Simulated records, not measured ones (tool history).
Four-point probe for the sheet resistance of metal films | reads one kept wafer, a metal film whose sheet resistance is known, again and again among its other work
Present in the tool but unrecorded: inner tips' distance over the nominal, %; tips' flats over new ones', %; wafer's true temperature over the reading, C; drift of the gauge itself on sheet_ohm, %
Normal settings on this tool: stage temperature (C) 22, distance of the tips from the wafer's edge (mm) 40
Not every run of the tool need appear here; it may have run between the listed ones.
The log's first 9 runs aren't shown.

run,hour,stage temperature (C),distance of the tips from the wafer's edge (mm),touches since the probe head was changed,hours of work since the stage's thermometer was calibrated,sheet resistance as the instrument gives it (ohm/square)
10,104,22,11,11763,540,0.498474
11,117.9,22,40,12539,550,0.496379
12,133.3,21,40,13393,562,0.496472
13,144.3,22,40,14003,570,0.496263
14,153.5,22,40,14517,576,0.496519
15,167.2,24,40,15277,586,0.495948
16,177.7,22,17,15858,594,0.497077
17,187.5,22,40,16405,601,0.496328
18,194.6,26,40,16798,606,0.495873
19,206.7,22,40,17472,615,0.496427
20,219.1,22,68,18157,624,0.496073
21,225.6,22,40,18522,629,0.496414
22,238.5,22,40,19236,639,0.496545
23,251.6,19,40,19962,648,0.496675
24,259.4,19,40,20396,654,0.496852
25,273.1,23,39,21159,664,0.496303
26,285.6,19,11,21855,673,0.498934

Run 27 has not been measured yet. What should we expect?
27,296.2,34,10,22444,681,?

sheet resistance as the instrument gives it (ohm/square): 0.497011
Were there no unlogged condition in the tool, this run, its random variation unchanged, would have produced sheet resistance as the instrument gives it (ohm/square) 0.497013.

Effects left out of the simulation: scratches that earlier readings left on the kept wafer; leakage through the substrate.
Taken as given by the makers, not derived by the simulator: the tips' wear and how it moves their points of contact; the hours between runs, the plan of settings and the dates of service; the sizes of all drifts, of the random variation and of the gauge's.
